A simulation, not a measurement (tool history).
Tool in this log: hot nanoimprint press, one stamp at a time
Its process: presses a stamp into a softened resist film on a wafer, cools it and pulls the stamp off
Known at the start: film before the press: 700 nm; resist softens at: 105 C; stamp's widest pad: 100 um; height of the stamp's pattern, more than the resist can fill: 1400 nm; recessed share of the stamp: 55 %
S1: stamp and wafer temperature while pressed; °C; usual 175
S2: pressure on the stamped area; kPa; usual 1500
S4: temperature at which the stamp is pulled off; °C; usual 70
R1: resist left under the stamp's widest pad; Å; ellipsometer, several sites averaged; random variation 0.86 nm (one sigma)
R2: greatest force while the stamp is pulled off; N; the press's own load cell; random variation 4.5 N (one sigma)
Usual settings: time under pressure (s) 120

Run 1, day 0.000: usual settings. Result: R1 3864 Å, R2 224 N.
Run 2, day 1.154: usual settings. Result: R1 3861 Å, R2 214 N.
Run 3, day 2.188: usual settings. Result: R1 3873 Å, R2 219 N.
Run 4, day 3.512: usual settings. Result: R1 3853 Å, R2 219 N.
Run 5, day 4.138: usual settings. Result: R1 3854 Å, R2 209 N.
Run 6, day 5.454: usual settings but S1 163 °C. Result: R1 5173 Å, R2 224 N.
Run 7, day 6.333: usual settings. Result: R1 3856 Å, R2 224 N.
Run 8, day 7.158: usual settings but time under pressure (s) 230. Result: R1 3140 Å, R2 227 N.
Run 9, day 7.754: usual settings. Result: R1 3849 Å, R2 230 N.
Run 10, day 8.625: usual settings. Result: R1 3850 Å, R2 227 N.
Run 11, day 9.712: usual settings but time under pressure (s) 138. Result: R1 3674 Å, R2 219 N.
Run 12, day 10.629: usual settings but time under pressure (s) 138. Result: R1 3673 Å, R2 225 N.
Run 13, day 11.500: usual settings but time under pressure (s) 138. Result: R1 3670 Å, R2 221 N.
Run 14, day 12.950: usual settings but time under pressure (s) 176. Result: R1 3412 Å, R2 223 N.
At day 13.338: stamp cleaned and given a new release coat.
Run 15, day 14.479: usual settings but time under pressure (s) 176. Result: R1 3393 Å, R2 215 N.
Run 16, day 15.258: usual settings but S1 166 °C, S2 1210 kPa, time under pressure (s) 66, S4 63 °C. Result: R1 5760 Å, R2 246 N.
Run 17, day 16.671: usual settings but S1 166 °C, S2 1210 kPa, time under pressure (s) 66, S4 63 °C. Result: R1 5713 Å, R2 249 N.
Run 18, day 18.104: usual settings but S1 186 °C, S2 1210 kPa, time under pressure (s) 66, S4 63 °C. Result: R1 3888 Å, R2 249 N.
Run 19, day 19.317: usual settings but S2 2070 kPa. Result: R1 3229 Å, R2 220 N.
Run 20, day 20.212: usual settings but S2 2070 kPa. Result: R1 3212 Å, R2 222 N.
Run 21, day 21.117: usual settings but time under pressure (s) 211, S4 73 °C. Result: R1 3191 Å, R2 213 N.
At day 21.512: press's hydraulic seals changed and the load cell set to zero.
Run 22, day 22.067: usual settings but time under pressure (s) 98, S4 72 °C. Result: R1 4031 Å, R2 212 N.
Run 23, day 23.408: usual settings but S1 178 °C, S2 1910 kPa, time under pressure (s) 117, S4 62 °C. Result: R1 3116 Å, R2 254 N.
Run 24, day 24.283: usual settings but S1 178 °C, S2 1910 kPa, time under pressure (s) 117, S4 62 °C. Result: R1 3109 Å, R2 253 N.
Run 25, day 25.400: usual settings but time under pressure (s) 129. Result: R1 3712 Å, R2 218 N.
Run 26, day 26.392: usual settings but S1 170 °C, S2 1990 kPa, time under pressure (s) 222, S4 78 °C. Result: R1 3090 Å, R2 191 N.
At day 27.021: gauge calibrated.
Run 27, day 27.021: usual settings but S2 1330 kPa. Result: R1 4095 Å, R2 210 N.
Run 28, day 28.029: usual settings but S2 1010 kPa, S4 69 °C. Result: R1 4629 Å, R2 226 N.
Run 29, day 28.779: usual settings but S2 1620 kPa, time under pressure (s) 163, S4 75 °C. Result: R1 3383 Å, R2 200 N.

Here are 3 independent what-if runs from the current tool condition. What would each one return?
Run A, day 29.462: usual settings but S1 176 °C, S2 2160 kPa, time under pressure (s) 165. Result: R1 ?, R2 ?.
Run B, day 29.462: usual settings but S1 178 °C, S2 1520 kPa. Result: R1 ?, R2 ?.
Run C, day 29.462: usual settings but S1 184 °C, S2 1620 kPa, time under pressure (s) 163, S4 78 °C. Result: R1 ?, R2 ?.

run    R1   R2
  A  2775  218
  B  3553  221
  C  2632  187
What these runs would have given with no unlogged condition in the tool:
run    R1   R2
  A  2782  218
  B  3561  221
  C  2638  187

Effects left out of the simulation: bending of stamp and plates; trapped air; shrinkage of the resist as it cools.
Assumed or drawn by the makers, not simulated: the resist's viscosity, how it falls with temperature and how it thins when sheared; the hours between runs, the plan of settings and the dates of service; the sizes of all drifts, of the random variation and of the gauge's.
